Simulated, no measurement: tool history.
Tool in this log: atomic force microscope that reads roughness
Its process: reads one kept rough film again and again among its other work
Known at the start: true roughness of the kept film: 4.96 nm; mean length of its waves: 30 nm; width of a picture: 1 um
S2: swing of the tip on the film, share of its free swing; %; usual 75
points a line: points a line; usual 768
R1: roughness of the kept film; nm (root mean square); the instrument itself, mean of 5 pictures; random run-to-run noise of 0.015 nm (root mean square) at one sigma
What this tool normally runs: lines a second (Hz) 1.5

run 1 hour=0 | lines_a_second_(Hz)=1.5 S2=75 points_a_line=768 | R1=3.698
run 2 hour=29.9 | lines_a_second_(Hz)=1.5 S2=75 points_a_line=768 | R1=3.513
run 3 hour=52.3 | lines_a_second_(Hz)=1.5 S2=75 points_a_line=768 | R1=3.379
run 4 hour=74.1 | lines_a_second_(Hz)=1.5 S2=75 points_a_line=768 | R1=3.263
run 5 hour=105.8 | lines_a_second_(Hz)=1.5 S2=82 points_a_line=768 | R1=3.035
run 6 hour=121.3 | lines_a_second_(Hz)=1.5 S2=82 points_a_line=768 | R1=3.551
run 7 hour=148 | lines_a_second_(Hz)=1.5 S2=75 points_a_line=796 | R1=3.515
run 8 hour=172 | lines_a_second_(Hz)=1.5 S2=75 points_a_line=796 | R1=3.433
run 9 hour=190.9 | lines_a_second_(Hz)=1.5 S2=75 points_a_line=388 | R1=3.302
run 10 hour=217.6 | lines_a_second_(Hz)=0.67 S2=75 points_a_line=388 | R1=3.393
run 11 hour=244 | lines_a_second_(Hz)=1.5 S2=75 points_a_line=768 | R1=3.741
run 12 hour=278.6 | lines_a_second_(Hz)=1.5 S2=75 points_a_line=768 | R1=3.521
run 13 hour=310.6 | lines_a_second_(Hz)=1.5 S2=72 points_a_line=768 | R1=3.43
run 14 hour=335.2 | lines_a_second_(Hz)=1.5 S2=72 points_a_line=768 | R1=3.344
run 15 hour=356.1 | lines_a_second_(Hz)=1.5 S2=72 points_a_line=768 | R1=3.219
run 16 hour=380.3 | lines_a_second_(Hz)=1.5 S2=72 points_a_line=768 | R1=3.661
run 17 hour=406.1 | lines_a_second_(Hz)=1.5 S2=72 points_a_line=768 | R1=3.564
run 18 hour=429.1 | lines_a_second_(Hz)=1.5 S2=72 points_a_line=768 | R1=3.453
run 19 hour=463.5 | lines_a_second_(Hz)=1.5 S2=72 points_a_line=768 | R1=3.266
run 20 hour=480.7 | lines_a_second_(Hz)=1.5 S2=72 points_a_line=768 | R1=3.184
run 21 hour=510.3 | lines_a_second_(Hz)=1.5 S2=75 points_a_line=768 | R1=3.568
run 22 hour=537.1 | lines_a_second_(Hz)=1.5 S2=75 points_a_line=768 | R1=3.393
run 23 hour=556.5 | lines_a_second_(Hz)=1.5 S2=71 points_a_line=768 | R1=3.435
run 24 hour=576 | lines_a_second_(Hz)=1.5 S2=71 points_a_line=768 | R1=3.311
run 25 hour=598 | lines_a_second_(Hz)=1.5 S2=71 points_a_line=768 | R1=3.237
run 26 hour=619.6 | lines_a_second_(Hz)=1.5 S2=71 points_a_line=768 | R1=3.683
run 27 hour=649.7 | lines_a_second_(Hz)=1.15 S2=75 points_a_line=768 | R1=3.52
run 28 hour=674.8 | lines_a_second_(Hz)=1.15 S2=75 points_a_line=768 | R1=3.426
run 29 hour=691.1 | lines_a_second_(Hz)=3.5 S2=75 points_a_line=272 | R1=2.881
run 30 hour=717.7 | lines_a_second_(Hz)=3.5 S2=75 points_a_line=899 | R1=2.827
run 31 hour=746 | lines_a_second_(Hz)=0.56 S2=75 points_a_line=580 | R1=3.825
run 32 hour=778.9 | lines_a_second_(Hz)=0.75 S2=65 points_a_line=282 | R1=3.658
run 33 hour=803.8 | lines_a_second_(Hz)=1.36 S2=65 points_a_line=537 | R1=3.464
run 34 hour=824.8 | lines_a_second_(Hz)=1.36 S2=65 points_a_line=537 | R1=3.367
run 35 hour=841.5 | lines_a_second_(Hz)=1.5 S2=62 points_a_line=569 | R1=3.308
run 36 hour=859.3 | lines_a_second_(Hz)=0.77 S2=70 points_a_line=569 | R1=3.836
run 37 hour=889.6 | lines_a_second_(Hz)=0.77 S2=70 points_a_line=569 | R1=3.668
run 38 hour=911.7 | lines_a_second_(Hz)=0.77 S2=70 points_a_line=569 | R1=3.57
run 39 hour=928 | lines_a_second_(Hz)=1.5 S2=66 points_a_line=340 | R1=3.395
run 40 hour=960.6 | lines_a_second_(Hz)=1.5 S2=66 points_a_line=340 | R1=3.274
run 41 hour=985.6 | lines_a_second_(Hz)=0.64 S2=82 points_a_line=260 | R1=3.711
run 42 hour=1001.4 | lines_a_second_(Hz)=0.64 S2=82 points_a_line=260 | R1=3.601
run 43 hour=1032.6 | lines_a_second_(Hz)=1.5 S2=66 points_a_line=768 | R1=3.484
run 44 hour=1054.7 | lines_a_second_(Hz)=1.36 S2=75 points_a_line=652 | R1=3.297
run 45 hour=1082.7 | lines_a_second_(Hz)=0.66 S2=67 points_a_line=823 | R1=3.361
run 46 hour=1106.1 | lines_a_second_(Hz)=0.66 S2=67 points_a_line=823 | R1=3.94
run 47 hour=1137 | lines_a_second_(Hz)=0.66 S2=67 points_a_line=823 | R1=3.733
run 48 hour=1162.9 | lines_a_second_(Hz)=1.69 S2=71 points_a_line=903 | R1=3.426
run 49 hour=1195.6 | lines_a_second_(Hz)=1.69 S2=71 points_a_line=903 | R1=3.268
run 50 hour=1222.7 | lines_a_second_(Hz)=2.3 S2=72 points_a_line=886 | R1=3.565
run 51 hour=1246.3 | lines_a_second_(Hz)=2.3 S2=72 points_a_line=886 | R1=3.42
run 52 hour=1272.4 | lines_a_second_(Hz)=1.5 S2=75 points_a_line=718 | R1=3.393

Between the runs listed above, the log contained 10 entries, not reproduced here. Where in the sequence does each belong, and how does what the log doesn't record of the tool's condition differ from the listed run before to the listed run after?
Logged between run 5 and run 6: new tip fitted (hour 121.3)
  radius of the tip, nm: 19.6 -> 10.2
  measured minus no-state result, R1: -0.507 -> +0.001 nm (root mean square)
Logged between run 10 and run 11: new tip fitted (hour 242.3)
  radius of the tip, nm: 18.7 -> 10.2; height scale over the true one, %: 0.5 -> 0.51
  measured minus no-state result, R1: -0.507 -> +0.008 nm (root mean square)
Logged between run 15 and run 16: new tip fitted (hour 364.6)
  radius of the tip, nm: 19.8 -> 11.4; height scale over the true one, %: 0.57 -> 0.58
  measured minus no-state result, R1: -0.541 -> -0.067 nm (root mean square)
Logged between run 20 and run 21: new tip fitted (hour 485.6)
  radius of the tip, nm: 20.1 -> 12.5; height scale over the true one, %: 0.64 -> 0.65
  measured minus no-state result, R1: -0.548 -> -0.138 nm (root mean square)
Logged between run 25 and run 26: new tip fitted (hour 608.6)
  radius of the tip, nm: 19.9 -> 11.4; height scale over the true one, %: 0.7 -> 0.71
  measured minus no-state result, R1: -0.547 -> -0.067 nm (root mean square)
Logged between run 30 and run 31: new tip fitted (hour 729.9)
  radius of the tip, nm: 19.6 -> 11.8; height scale over the true one, %: 0.76 -> 0.78
  measured minus no-state result, R1: -0.463 -> -0.093 nm (root mean square)
Logged between run 35 and run 36: new tip fitted (hour 852)
  radius of the tip, nm: 19.9 -> 11.4; height scale over the true one, %: 0.83 -> 0.84
  measured minus no-state result, R1: -0.553 -> -0.06 nm (root mean square)
Logged between run 40 and run 41: new tip fitted (hour 974.2)
  radius of the tip, nm: 19.9 -> 11.6; height scale over the true one, %: 0.9 -> 0.91
  measured minus no-state result, R1: -0.544 -> -0.074 nm (root mean square)
Logged between run 45 and run 46: new tip fitted (hour 1097.8)
  radius of the tip, nm: 20.3 -> 10.9; height scale over the true one, %: 0.96 -> 0.97
  measured minus no-state result, R1: -0.578 -> -0.023 nm (root mean square)
Logged between run 49 and run 50: new tip fitted (hour 1221.3)
  radius of the tip, nm: 18.6 -> 11.4; height scale over the true one, %: 1.02 -> 1.03
  measured minus no-state result, R1: -0.463 -> -0.049 nm (root mean square)
